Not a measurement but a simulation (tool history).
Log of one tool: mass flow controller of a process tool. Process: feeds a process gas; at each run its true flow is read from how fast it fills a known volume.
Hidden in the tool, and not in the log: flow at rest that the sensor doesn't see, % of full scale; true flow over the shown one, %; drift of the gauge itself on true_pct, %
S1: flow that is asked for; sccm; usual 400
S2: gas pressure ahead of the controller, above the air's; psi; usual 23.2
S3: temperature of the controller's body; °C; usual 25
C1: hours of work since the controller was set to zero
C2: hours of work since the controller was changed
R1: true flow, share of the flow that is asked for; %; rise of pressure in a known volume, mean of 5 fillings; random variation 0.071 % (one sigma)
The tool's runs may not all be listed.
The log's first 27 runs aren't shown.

run     hour   S1    S2  S3    C1     C2      R1
 28   8197.5  400  27.4  20  6341   6341   99.54
 29   8607.7  110  29.0  25  6658   6658   99.28
 30   8871.9  110  29.0  25  6863   6863   99.32
 31   9048.9  110  29.0  25  7000   7000   99.28
 32   9457.2  286  39.5  25  7315   7315   99.99
 33   9718.3  286  32.9  26  7517   7517   99.61
 34  10049.5  286  32.9  26  7774   7774   99.64
 35  10380.2  286  32.9  26  8029   8029   99.87
 36  10687.6  400  35.1  25  8267   8267   99.98
 37  11006.6  400  35.1  25  8514   8514  100.03
     11247.0  -- controller's zero set anew
 38  11437.4  400  27.3  25   147   8847   99.77
 39  11802.5   97  27.3  21   430   9129   99.25
 40  12053.2   86  22.0  25   624   9323   99.12
 41  12478.5  419  22.0  25   953   9652   99.62
 42  12811.9  419  22.0  25  1211   9910   99.57
 43  13104.2  489  26.5  25  1437  10136   99.87
 44  13506.7   57  31.2  35  1748  10447   99.91
 45  13865.2   68  25.8  23  2025  10725   99.26
 46  14180.3  238  40.3  25  2269  10968   99.90
 47  14404.2  167  23.5  29  2442  11142   99.44
 48  14702.0  167  23.5  29  2673  11372   99.51
 49  15125.4  239  23.2  25  3000  11700   99.33

Forecast each of these 3 alternatives for the next run:
  A  15359.4  108  21.8  27  3181  11881   ?
  B  15359.4  239  35.7  27  3181  11881   ?
  C  15359.4   68  33.8  28  3181  11881   ?

run     R1
  A  99.28
  B  99.79
  C  99.61
Without the tool's hidden state the same runs would have given:
run     R1
  A  99.28
  B  99.79
  C  99.61
